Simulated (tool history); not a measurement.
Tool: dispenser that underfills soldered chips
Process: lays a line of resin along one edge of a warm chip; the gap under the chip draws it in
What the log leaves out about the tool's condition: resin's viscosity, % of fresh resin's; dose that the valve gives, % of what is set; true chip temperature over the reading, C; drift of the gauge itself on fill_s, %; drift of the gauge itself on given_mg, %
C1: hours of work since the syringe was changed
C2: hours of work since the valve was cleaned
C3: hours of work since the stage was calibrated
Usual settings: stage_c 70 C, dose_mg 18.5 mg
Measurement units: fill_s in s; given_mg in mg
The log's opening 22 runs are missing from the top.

{"hour": 210.8, "done": "new syringe of resin"}
{"run": 23, "hour": 216.3, "stage_c": 59, "dose_mg": 18.4, "C1": 4, "C2": 58, "C3": 16, "fill_s": 277.1, "given_mg": 17.48}
{"run": 24, "hour": 221.8, "stage_c": 59, "dose_mg": 18.4, "C1": 8, "C2": 63, "C3": 20, "fill_s": 325.1, "given_mg": 17.47}
{"hour": 223.2, "done": "new syringe of resin"}
{"run": 25, "hour": 228.0, "stage_c": 72, "dose_mg": 17.0, "C1": 4, "C2": 67, "C3": 24, "fill_s": 133.5, "given_mg": 15.79}
{"hour": 235.5, "done": "new syringe of resin"}
{"run": 26, "hour": 236.6, "stage_c": 65, "dose_mg": 21.8, "C1": 1, "C2": 74, "C3": 31, "fill_s": 172.4, "given_mg": 20.39}
{"run": 27, "hour": 243.0, "stage_c": 65, "dose_mg": 20.3, "C1": 6, "C2": 78, "C3": 36, "fill_s": 204.8, "given_mg": 19.01}
{"hour": 246.9, "done": "new syringe of resin"}
{"run": 28, "hour": 253.0, "stage_c": 68, "dose_mg": 17.6, "C1": 5, "C2": 86, "C3": 43, "fill_s": 173.2, "given_mg": 16.22}
{"hour": 259.2, "done": "new syringe of resin"}
{"run": 29, "hour": 260.6, "stage_c": 74, "dose_mg": 17.8, "C1": 1, "C2": 92, "C3": 49, "fill_s": 111.6, "given_mg": 16.53}
{"hour": 271.2, "done": "new syringe of resin"}
{"run": 30, "hour": 271.8, "stage_c": 74, "dose_mg": 17.8, "C1": 0, "C2": 100, "C3": 57, "fill_s": 107.3, "given_mg": 16.26}
{"hour": 282.8, "done": "new syringe of resin"}
{"run": 31, "hour": 283.7, "stage_c": 61, "dose_mg": 16.9, "C1": 1, "C2": 109, "C3": 66, "fill_s": 232.5, "given_mg": 15.3}

Branching from run 31: 3 alternative next runs. What would each branch give?
{"run": "A", "hour": 289.4, "stage_c": 82, "dose_mg": 16.8, "C1": 5, "C2": 113, "C3": 71, "fill_s": "?", "given_mg": "?"}
{"run": "B", "hour": 289.4, "stage_c": 70, "dose_mg": 16.0, "C1": 5, "C2": 113, "C3": 71, "fill_s": "?", "given_mg": "?"}
{"run": "C", "hour": 289.4, "stage_c": 79, "dose_mg": 18.6, "C1": 5, "C2": 113, "C3": 71, "fill_s": "?", "given_mg": "?"}

run=A fill_s=84.4 given_mg=15.06
run=B fill_s=168.0 given_mg=14.51
run=C fill_s=96.1 given_mg=16.77
Without the tool's hidden state the same runs would have given:
run=A fill_s=66.3 given_mg=16.72
run=B fill_s=130.9 given_mg=16.10
run=C fill_s=76.2 given_mg=18.63

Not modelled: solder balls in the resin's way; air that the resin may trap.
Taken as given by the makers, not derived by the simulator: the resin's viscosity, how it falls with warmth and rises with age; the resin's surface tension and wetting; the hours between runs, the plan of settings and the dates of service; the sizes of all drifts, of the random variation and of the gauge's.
